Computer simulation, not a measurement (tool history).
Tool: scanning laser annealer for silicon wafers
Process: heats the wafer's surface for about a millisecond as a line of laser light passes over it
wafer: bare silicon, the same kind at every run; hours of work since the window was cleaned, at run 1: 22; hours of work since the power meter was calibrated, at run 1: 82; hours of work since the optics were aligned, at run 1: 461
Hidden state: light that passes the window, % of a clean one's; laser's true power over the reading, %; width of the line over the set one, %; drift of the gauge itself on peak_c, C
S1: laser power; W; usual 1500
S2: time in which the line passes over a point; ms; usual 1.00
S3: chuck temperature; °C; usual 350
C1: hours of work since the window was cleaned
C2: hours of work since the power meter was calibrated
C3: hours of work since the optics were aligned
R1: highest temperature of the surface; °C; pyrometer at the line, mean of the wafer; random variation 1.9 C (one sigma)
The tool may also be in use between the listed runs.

Run 1, hour 0.0: usual settings; C1 22; C2 82; C3 461. Result: R1 1184 °C.
Run 2, hour 19.5: usual settings but S3 361 °C; C1 31; C2 91; C3 470. Result: R1 1193 °C.
Run 3, hour 34.2: usual settings but S3 361 °C; C1 38; C2 98; C3 477. Result: R1 1195 °C.
Run 4, hour 49.4: usual settings but S3 361 °C; C1 45; C2 104; C3 484. Result: R1 1192 °C.
Run 5, hour 64.4: usual settings but S3 320 °C; C1 52; C2 111; C3 491. Result: R1 1149 °C.
Run 6, hour 87.4: usual settings but S3 320 °C; C1 62; C2 122; C3 502. Result: R1 1150 °C.
Run 7, hour 118.9: usual settings but S1 1360 W, S3 320 °C; C1 77; C2 137; C3 516. Result: R1 1050 °C.
Run 8, hour 147.2: usual settings but S1 1360 W, S3 320 °C; C1 90; C2 150; C3 529. Result: R1 1048 °C.
Run 9, hour 176.8: usual settings but S1 1490 W, S2 0.89 ms, S3 390 °C; C1 103; C2 163; C3 543. Result: R1 1174 °C.
Run 10, hour 195.7: usual settings but S2 0.91 ms, S3 361 °C; C1 112; C2 172; C3 551. Result: R1 1161 °C.
Run 11, hour 211.6: usual settings but S2 0.81 ms; C1 119; C2 179; C3 559. Result: R1 1107 °C.
Run 12, hour 232.6: usual settings but S1 1520 W, S2 0.81 ms; C1 129; C2 189; C3 568. Result: R1 1124 °C.
Run 13, hour 251.9: usual settings but S1 1460 W, S3 382 °C; C1 138; C2 198; C3 577. Result: R1 1182 °C.
Run 14, hour 284.1: usual settings but S3 346 °C; C1 153; C2 213; C3 592. Result: R1 1181 °C.
Run 15, hour 308.2: usual settings but S1 1618 W, S2 0.91 ms; C1 164; C2 224; C3 603. Result: R1 1234 °C.
Run 16, hour 327.6: usual settings but S1 1618 W, S2 0.91 ms; C1 173; C2 233; C3 612. Result: R1 1234 °C.

Forecast each of these 5 alternatives for the next run:
Run A, hour 342.2: usual settings but S1 1398 W, S2 0.91 ms; C1 180; C2 239; C3 619. Result: R1 ?.
Run B, hour 342.2: usual settings but S1 1332 W, S2 0.91 ms; C1 180; C2 239; C3 619. Result: R1 ?.
Run C, hour 342.2: usual settings but S2 1.18 ms, S3 360 °C; C1 180; C2 239; C3 619. Result: R1 ?.
Run D, hour 342.2: usual settings but S1 1324 W, S2 0.91 ms; C1 180; C2 239; C3 619. Result: R1 ?.
Run E, hour 342.2: usual settings but S1 1618 W, S2 0.91 ms, S3 352 °C; C1 180; C2 239; C3 619. Result: R1 ?.

run    R1
  A  1074
  B  1033
  C  1250
  D  1024
  E  1235
Without the tool's hidden state the same runs would have given:
run    R1
  A  1075
  B  1034
  C  1251
  D  1024
  E  1235
